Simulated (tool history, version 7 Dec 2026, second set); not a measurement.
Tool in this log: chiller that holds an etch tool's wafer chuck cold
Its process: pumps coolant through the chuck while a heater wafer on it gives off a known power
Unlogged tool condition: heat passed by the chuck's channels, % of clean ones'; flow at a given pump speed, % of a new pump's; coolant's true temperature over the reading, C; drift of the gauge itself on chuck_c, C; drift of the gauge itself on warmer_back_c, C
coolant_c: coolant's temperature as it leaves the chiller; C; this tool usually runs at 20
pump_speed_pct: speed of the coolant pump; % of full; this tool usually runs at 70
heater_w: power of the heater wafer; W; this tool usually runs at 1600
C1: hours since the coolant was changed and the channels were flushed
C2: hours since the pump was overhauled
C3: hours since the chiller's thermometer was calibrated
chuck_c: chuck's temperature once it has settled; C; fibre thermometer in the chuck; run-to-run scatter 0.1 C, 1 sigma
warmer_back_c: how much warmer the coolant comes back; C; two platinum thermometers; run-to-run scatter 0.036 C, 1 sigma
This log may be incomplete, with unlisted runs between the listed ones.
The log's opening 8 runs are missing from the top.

{"run": 9, "hour": 219.7, "coolant_c": 20, "pump_speed_pct": 70, "heater_w": 1600, "C1": 1695, "C2": 1707, "C3": 1373, "chuck_c": 33.5, "warmer_back_c": 7.09}
{"run": 10, "hour": 247.2, "coolant_c": 20, "pump_speed_pct": 70, "heater_w": 1600, "C1": 1722, "C2": 1734, "C3": 1401, "chuck_c": 33.6, "warmer_back_c": 7.08}
{"run": 11, "hour": 274.7, "coolant_c": 20, "pump_speed_pct": 70, "heater_w": 1600, "C1": 1750, "C2": 1762, "C3": 1428, "chuck_c": 33.8, "warmer_back_c": 7.1}
{"run": 12, "hour": 298.3, "coolant_c": 20, "pump_speed_pct": 70, "heater_w": 1600, "C1": 1774, "C2": 1786, "C3": 1452, "chuck_c": 33.7, "warmer_back_c": 7.15}
{"run": 13, "hour": 324.2, "coolant_c": 20, "pump_speed_pct": 69, "heater_w": 1600, "C1": 1799, "C2": 1811, "C3": 1478, "chuck_c": 33.9, "warmer_back_c": 7.25}
{"run": 14, "hour": 353.8, "coolant_c": 20, "pump_speed_pct": 69, "heater_w": 1600, "C1": 1829, "C2": 1841, "C3": 1508, "chuck_c": 33.8, "warmer_back_c": 7.25}
{"run": 15, "hour": 377.8, "coolant_c": 20, "pump_speed_pct": 63, "heater_w": 1600, "C1": 1853, "C2": 1865, "C3": 1532, "chuck_c": 34.7, "warmer_back_c": 7.96}
{"run": 16, "hour": 403.5, "coolant_c": 20, "pump_speed_pct": 62, "heater_w": 1600, "C1": 1879, "C2": 1891, "C3": 1557, "chuck_c": 34.9, "warmer_back_c": 8.08}
{"run": 17, "hour": 436.4, "coolant_c": 16, "pump_speed_pct": 61, "heater_w": 1600, "C1": 1912, "C2": 1924, "C3": 1590, "chuck_c": 31.1, "warmer_back_c": 8.19}
{"run": 18, "hour": 472.8, "coolant_c": 30, "pump_speed_pct": 90, "heater_w": 1991, "C1": 1948, "C2": 1960, "C3": 1627, "chuck_c": 44.6, "warmer_back_c": 6.81}
{"run": 19, "hour": 502.2, "coolant_c": 30, "pump_speed_pct": 85, "heater_w": 873, "C1": 1977, "C2": 1989, "C3": 1656, "chuck_c": 36.5, "warmer_back_c": 3.2}
{"run": 20, "hour": 529.2, "coolant_c": 20, "pump_speed_pct": 87, "heater_w": 1683, "C1": 2004, "C2": 2016, "C3": 1683, "chuck_c": 32.6, "warmer_back_c": 6.02}
{"run": 21, "hour": 571.6, "coolant_c": 20, "pump_speed_pct": 70, "heater_w": 1683, "C1": 2047, "C2": 2059, "C3": 1725, "chuck_c": 34.5, "warmer_back_c": 7.49}
{"run": 22, "hour": 611.4, "coolant_c": 20, "pump_speed_pct": 64, "heater_w": 1613, "C1": 2087, "C2": 2099, "C3": 1765, "chuck_c": 34.9, "warmer_back_c": 7.93}
{"run": 23, "hour": 651.6, "coolant_c": 20, "pump_speed_pct": 64, "heater_w": 1613, "C1": 2127, "C2": 2139, "C3": 1805, "chuck_c": 34.7, "warmer_back_c": 7.95}
{"run": 24, "hour": 671.6, "coolant_c": 20, "pump_speed_pct": 70, "heater_w": 874, "C1": 2147, "C2": 2159, "C3": 1825, "chuck_c": 27.3, "warmer_back_c": 3.91}
{"run": 25, "hour": 699.8, "coolant_c": 20, "pump_speed_pct": 83, "heater_w": 927, "C1": 2175, "C2": 2187, "C3": 1854, "chuck_c": 27.2, "warmer_back_c": 3.45}
{"run": 26, "hour": 728.7, "coolant_c": 15, "pump_speed_pct": 73, "heater_w": 927, "C1": 2204, "C2": 2216, "C3": 1882, "chuck_c": 22.7, "warmer_back_c": 3.99}
{"run": 27, "hour": 765.7, "coolant_c": 28, "pump_speed_pct": 90, "heater_w": 2312, "C1": 2241, "C2": 2253, "C3": 1919, "chuck_c": 45.4, "warmer_back_c": 7.98}
{"run": 28, "hour": 802.3, "coolant_c": 26, "pump_speed_pct": 83, "heater_w": 1140, "C1": 2277, "C2": 2290, "C3": 1956, "chuck_c": 34.8, "warmer_back_c": 4.31}
{"run": 29, "hour": 842.4, "coolant_c": 20, "pump_speed_pct": 61, "heater_w": 1060, "C1": 2318, "C2": 2330, "C3": 1996, "chuck_c": 29.9, "warmer_back_c": 5.51}
{"run": 30, "hour": 859.6, "coolant_c": 20, "pump_speed_pct": 61, "heater_w": 1060, "C1": 2335, "C2": 2347, "C3": 2013, "chuck_c": 30, "warmer_back_c": 5.49}
{"run": 31, "hour": 897.2, "coolant_c": 20, "pump_speed_pct": 61, "heater_w": 1060, "C1": 2372, "C2": 2384, "C3": 2051, "chuck_c": 30.1, "warmer_back_c": 5.49}

Alternative continuations, all from the tool just after run 31; predict every row:
{"run": "A", "hour": 934.0, "coolant_c": 11, "pump_speed_pct": 75, "heater_w": 1060, "C1": 2409, "C2": 2421, "C3": 2088, "chuck_c": "?", "warmer_back_c": "?"}
{"run": "B", "hour": 934.0, "coolant_c": 15, "pump_speed_pct": 89, "heater_w": 1998, "C1": 2409, "C2": 2421, "C3": 2088, "chuck_c": "?", "warmer_back_c": "?"}
{"run": "C", "hour": 934.0, "coolant_c": 14, "pump_speed_pct": 70, "heater_w": 1600, "C1": 2409, "C2": 2421, "C3": 2088, "chuck_c": "?", "warmer_back_c": "?"}
{"run": "D", "hour": 934.0, "coolant_c": 20, "pump_speed_pct": 67, "heater_w": 1060, "C1": 2409, "C2": 2421, "C3": 2088, "chuck_c": "?", "warmer_back_c": "?"}
{"run": "E", "hour": 934.0, "coolant_c": 11, "pump_speed_pct": 61, "heater_w": 1060, "C1": 2409, "C2": 2421, "C3": 2088, "chuck_c": "?", "warmer_back_c": "?"}

run=A chuck_c=19.9 warmer_back_c=4.52
run=B chuck_c=30.2 warmer_back_c=6.99
run=C chuck_c=27.9 warmer_back_c=7.17
run=D chuck_c=29.5 warmer_back_c=5.02
run=E chuck_c=21 warmer_back_c=5.51
What these runs would have given with no unlogged condition in the tool:
run=A chuck_c=19.4 warmer_back_c=4.29
run=B chuck_c=29.1 warmer_back_c=6.62
run=C chuck_c=26.9 warmer_back_c=6.79
run=D chuck_c=29 warmer_back_c=4.76
run=E chuck_c=20.4 warmer_back_c=5.22

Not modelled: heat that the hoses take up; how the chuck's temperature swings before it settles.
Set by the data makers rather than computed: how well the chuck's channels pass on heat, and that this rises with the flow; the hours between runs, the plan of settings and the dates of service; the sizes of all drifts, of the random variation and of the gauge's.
